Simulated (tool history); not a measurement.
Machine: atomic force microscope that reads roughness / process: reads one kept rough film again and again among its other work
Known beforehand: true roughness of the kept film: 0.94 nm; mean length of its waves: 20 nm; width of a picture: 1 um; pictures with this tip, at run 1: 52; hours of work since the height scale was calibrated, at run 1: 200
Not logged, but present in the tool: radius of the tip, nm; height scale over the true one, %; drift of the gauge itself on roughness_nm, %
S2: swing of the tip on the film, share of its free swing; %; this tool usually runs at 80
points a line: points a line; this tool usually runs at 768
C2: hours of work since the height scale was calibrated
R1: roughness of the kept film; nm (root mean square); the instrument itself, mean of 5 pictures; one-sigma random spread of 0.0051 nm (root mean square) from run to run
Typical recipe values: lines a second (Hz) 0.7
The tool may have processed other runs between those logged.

Run 1, hour 0: usual settings; pictures with this tip 52; C2 200. Result: R1 0.759 nm (root mean square).
Run 2, hour 30.6: usual settings; pictures with this tip 82; C2 212. Result: R1 0.731 nm (root mean square).
Run 3, hour 52.5: usual settings; pictures with this tip 104; C2 221. Result: R1 0.711 nm (root mean square).
At hour 69.5: new tip fitted.
Run 4, hour 73.1: usual settings; pictures with this tip 4; C2 229. Result: R1 0.796 nm (root mean square).
Run 5, hour 97.2: usual settings but S2 70 %; pictures with this tip 28; C2 238. Result: R1 0.796 nm (root mean square).
At hour 100.3: height scale calibrated on a step standard.
Run 6, hour 125.1: usual settings but S2 86 %; pictures with this tip 54; C2 10. Result: R1 0.732 nm (root mean square).
Run 7, hour 146.1: usual settings but S2 86 %; pictures with this tip 75; C2 18. Result: R1 0.725 nm (root mean square).
Run 8, hour 185.4: usual settings but S2 86 %; pictures with this tip 114; C2 34. Result: R1 0.692 nm (root mean square).
At hour 193: new tip fitted.
Run 9, hour 207: usual settings but lines a second (Hz) 3.655, S2 83 %, points a line 712; pictures with this tip 13; C2 43. Result: R1 0.591 nm (root mean square).
At hour 243.2: height scale calibrated on a step standard, once more.
Run 10, hour 244: usual settings but lines a second (Hz) 3.739, S2 83 %, points a line 712; pictures with this tip 49; C2 0. Result: R1 0.561 nm (root mean square).
Run 11, hour 267.5: usual settings but lines a second (Hz) 3.739, S2 88 %, points a line 341; pictures with this tip 72; C2 10. Result: R1 0.49 nm (root mean square).
Run 12, hour 284.7: usual settings but lines a second (Hz) 1.646, S2 61 %, points a line 760; pictures with this tip 89; C2 17. Result: R1 0.734 nm (root mean square).
Run 13, hour 308.1: usual settings but lines a second (Hz) 1.648, S2 63 %, points a line 760; pictures with this tip 112; C2 26. Result: R1 0.71 nm (root mean square).
At hour 317.7: new tip fitted.
Run 14, hour 343.4: usual settings but lines a second (Hz) 1.648, S2 63 %, points a line 760; pictures with this tip 26; C2 40. Result: R1 0.777 nm (root mean square).
Run 15, hour 365.6: usual settings but lines a second (Hz) 0.971, S2 60 %; pictures with this tip 48; C2 49. Result: R1 0.782 nm (root mean square).

Here are 3 independent what-if runs from the current tool condition. What would each one return?
Run A, hour 388.5: usual settings but lines a second (Hz) 0.971, S2 60 %, points a line 461; pictures with this tip 70; C2 58. Result: R1 ?.
Run B, hour 388.5: usual settings but lines a second (Hz) 1.772, points a line 371; pictures with this tip 70; C2 58. Result: R1 ?.
Run C, hour 388.5: usual settings but lines a second (Hz) 0.583, points a line 960; pictures with this tip 70; C2 58. Result: R1 ?.

run     R1
  A  0.755
  B  0.661
  C  0.742
What these runs would have given with no unlogged condition in the tool:
run     R1
  A  0.825
  B  0.721
  C  0.811
